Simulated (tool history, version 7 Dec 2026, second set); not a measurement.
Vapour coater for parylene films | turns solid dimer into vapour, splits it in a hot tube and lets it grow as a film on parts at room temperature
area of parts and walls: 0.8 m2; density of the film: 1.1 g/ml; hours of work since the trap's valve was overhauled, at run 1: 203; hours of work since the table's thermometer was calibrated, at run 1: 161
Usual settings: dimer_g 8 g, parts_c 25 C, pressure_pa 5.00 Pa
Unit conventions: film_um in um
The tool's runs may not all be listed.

run	day	dimer_g	parts_c	pressure_pa	hours of work since the trap's valve was overhauled	hours of work since the table's thermometer was calibrated	film_um
1	0.000	8	25	5.00	203	161	4.61
2	2.412	8	25	5.00	232	190	4.62
3	3.817	8	25	5.00	249	207	4.59
4	6.183	8	25	5.00	277	236	4.64
5	8.212	8	25	5.00	301	260	4.64
6	10.179	8	25	5.00	325	284	4.60
7	11.292	8	26	5.00	338	297	4.49
8	12.979	8	25	5.00	359	317	4.61
9	14.217	8	25	5.00	373	332	4.59
10	15.975	8	25	5.00	395	353	4.56
11	18.371	5	25	2.11	423	382	3.35
12	20.121	8	19	5.00	444	403	5.25
13	21.925	13	25	2.92	466	424	8.10
14	23.429	5	25	5.00	484	443	2.85
15	25.633	8	25	5.00	510	469	4.54
16	27.971	8	25	5.00	538	497	4.56
17	29.400	5	19	10.51	556	514	2.87
18	30.642	7	25	3.24	570	529	4.35
# day 31.962: trap's valve overhauled
19	32.921	7	25	3.24	12	554	4.34

For each entry between runs, how does the tool's hidden state at the last listed run before it compare with that at the first listed run after it?
Logged between run 18 and run 19: trap's valve overhauled (day 31.962)
  vapour lost through the trap's worn valve, %: 0.3 -> 0
